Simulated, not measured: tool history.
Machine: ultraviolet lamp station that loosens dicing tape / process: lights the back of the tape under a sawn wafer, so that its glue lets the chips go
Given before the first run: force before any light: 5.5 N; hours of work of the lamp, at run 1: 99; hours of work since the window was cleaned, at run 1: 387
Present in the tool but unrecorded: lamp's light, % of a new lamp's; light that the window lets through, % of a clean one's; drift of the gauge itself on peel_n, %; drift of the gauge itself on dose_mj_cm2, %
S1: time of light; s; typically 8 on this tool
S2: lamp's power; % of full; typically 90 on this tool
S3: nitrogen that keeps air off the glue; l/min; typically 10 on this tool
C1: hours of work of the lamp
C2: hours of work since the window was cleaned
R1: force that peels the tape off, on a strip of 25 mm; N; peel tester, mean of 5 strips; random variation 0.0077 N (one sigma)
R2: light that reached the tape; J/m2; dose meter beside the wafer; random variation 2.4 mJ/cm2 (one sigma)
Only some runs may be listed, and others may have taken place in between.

run,hour,S1,S2,S3,C1,C2,R1,R2
1,0,8,90,10,99,387,0.346,2160
2,44.8,8,90,10,130,417,0.368,2150
3,74.5,8,90,10,150,437,0.361,2120
4,110.6,8,90,10,174,462,0.385,2090
5,148.9,5,90,10,200,488,0.827,1280
6,188.6,8,73,10,227,515,0.568,1630
7,212.4,8,73,10,243,531,0.542,1660
8,244.9,6,90,10,266,553,0.644,1510
9,276.6,6,90,10,287,574,0.652,1470
10,306,6,90,10,307,594,0.683,1480
# hour 310.1: window cleaned of glue's vapour
11,361.2,8,90,14,344,35,0.313,2290
12,401.4,8,90,10,371,62,0.354,2260
13,431.2,8,90,10,391,82,0.343,2250
14,459.3,8,90,10,411,101,0.346,2260
15,488,8,90,10,430,121,0.356,2170
16,546,8,73,12,469,160,0.47,1770
17,578.7,8,73,12,491,182,0.469,1740
18,626.3,8,73,12,524,214,0.495,1700
19,681,8,73,12,561,251,0.497,1740
20,712,14,98,10,582,272,0.204,3910
21,740.1,14,79,11,601,291,0.236,3090
22,764.5,14,79,11,617,308,0.228,3030
23,791,5,100,4,635,326,1.131,1370
24,827.7,4,90,8,660,351,1.339,960
25,876.4,16,90,5,693,384,0.24,3950
26,925.7,5,90,19,727,417,0.769,1220
27,950.6,5,90,19,744,434,0.768,1210
28,984,8,62,10,766,457,0.876,1300

Branching from run 28: 5 alternative next runs. What would each branch give?
A,1025.8,8,69,10,795,485,?,?
B,1025.8,13,81,12,795,485,?,?
C,1025.8,8,62,15,795,485,?,?
D,1025.8,8,62,4,795,485,?,?
E,1025.8,15,62,4,795,485,?,?

run,R1,R2
A,0.71,1440
B,0.239,2760
C,0.744,1280
D,1.243,1260
E,0.453,2410
Had the tool no hidden state, the same runs would have come out as:
run,R1,R2
A,0.431,1930
B,0.198,3690
C,0.452,1720
D,0.799,1710
E,0.289,3230

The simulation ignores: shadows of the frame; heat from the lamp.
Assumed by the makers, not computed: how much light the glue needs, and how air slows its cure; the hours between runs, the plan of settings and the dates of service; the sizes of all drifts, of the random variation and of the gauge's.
